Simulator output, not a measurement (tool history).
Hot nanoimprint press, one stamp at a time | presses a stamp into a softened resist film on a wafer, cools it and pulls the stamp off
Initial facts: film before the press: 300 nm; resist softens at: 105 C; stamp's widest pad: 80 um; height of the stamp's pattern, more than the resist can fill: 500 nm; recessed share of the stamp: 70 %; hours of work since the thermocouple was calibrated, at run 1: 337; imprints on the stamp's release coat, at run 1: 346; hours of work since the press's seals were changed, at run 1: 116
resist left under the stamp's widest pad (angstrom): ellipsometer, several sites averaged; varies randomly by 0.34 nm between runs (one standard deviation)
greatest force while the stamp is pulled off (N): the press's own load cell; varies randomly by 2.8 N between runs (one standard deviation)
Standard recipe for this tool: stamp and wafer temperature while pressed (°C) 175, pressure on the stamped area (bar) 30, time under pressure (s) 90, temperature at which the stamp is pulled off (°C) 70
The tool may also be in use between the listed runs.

| run | hour | stamp and wafer temperature while pressed (°C) | pressure on the stamped area (bar) | time under pressure (s) | temperature at which the stamp is pulled off (°C) | hours of work since the thermocouple was calibrated | imprints on the stamp's release coat | hours of work since the press's seals were changed | resist left under the stamp's widest pad (angstrom) | greatest force while the stamp is pulled off (N) |
|---|---|---|---|---|---|---|---|---|---|---|
| 1 | 0 | 175 | 30 | 90 | 70 | 337 | 346 | 116 | 1377 | 200 |
| 2 | 8.4 | 175 | 30 | 90 | 70 | 341 | 364 | 120 | 1383 | 203 |
| 3 | 17.3 | 175 | 30 | 90 | 70 | 345 | 384 | 123 | 1391 | 200 |
| 4 | 25.7 | 175 | 30 | 90 | 70 | 348 | 403 | 127 | 1389 | 202 |
| 5 | 33 | 175 | 30 | 90 | 70 | 351 | 419 | 130 | 1385 | 199 |
| 6 | 39.8 | 175 | 30 | 80 | 70 | 354 | 434 | 133 | 1455 | 202 |
|  | 47.7 | plate thermocouple calibrated |
| 7 | 48.4 | 185 | 23.2 | 90 | 70 | 0 | 447 | 135 | 1120 | 201 |
| 8 | 58.4 | 175 | 30 | 179 | 74 | 5 | 469 | 140 | 1074 | 199 |
| 9 | 67.7 | 175 | 30 | 49 | 70 | 9 | 490 | 144 | 1719 | 199 |
| 10 | 73.9 | 185 | 42.1 | 49 | 70 | 11 | 504 | 146 | 1053 | 201 |
| 11 | 81.5 | 175 | 30 | 62 | 69 | 14 | 521 | 149 | 1600 | 198 |
| 12 | 86.8 | 175 | 35.5 | 90 | 70 | 17 | 532 | 152 | 1301 | 207 |

Below are 5 alternative next runs, each starting from the tool's condition after run 12. Predict each:
| A | 98.7 | 175 | 24.9 | 92 | 77 | 22 | 559 | 157 | ? | ? |
| B | 98.7 | 175 | 46.7 | 122 | 69 | 22 | 559 | 157 | ? | ? |
| C | 98.7 | 175 | 35.5 | 90 | 73 | 22 | 559 | 157 | ? | ? |
| D | 98.7 | 166 | 24.7 | 63 | 70 | 22 | 559 | 157 | ? | ? |
| E | 98.7 | 175 | 30 | 90 | 57 | 22 | 559 | 157 | ? | ? |

| run | resist left under the stamp's widest pad (angstrom) | greatest force while the stamp is pulled off (N) |
|---|---|---|
| A | 1530 | 187 |
| B | 1010 | 201 |
| C | 1307 | 195 |
| D | 2258 | 202 |
| E | 1410 | 222 |
Had the tool no hidden state, the same runs would have come out as:
| run | resist left under the stamp's widest pad (angstrom) | greatest force while the stamp is pulled off (N) |
|---|---|---|
| A | 1494 | 187 |
| B | 987 | 201 |
| C | 1276 | 195 |
| D | 2205 | 202 |
| E | 1377 | 222 |
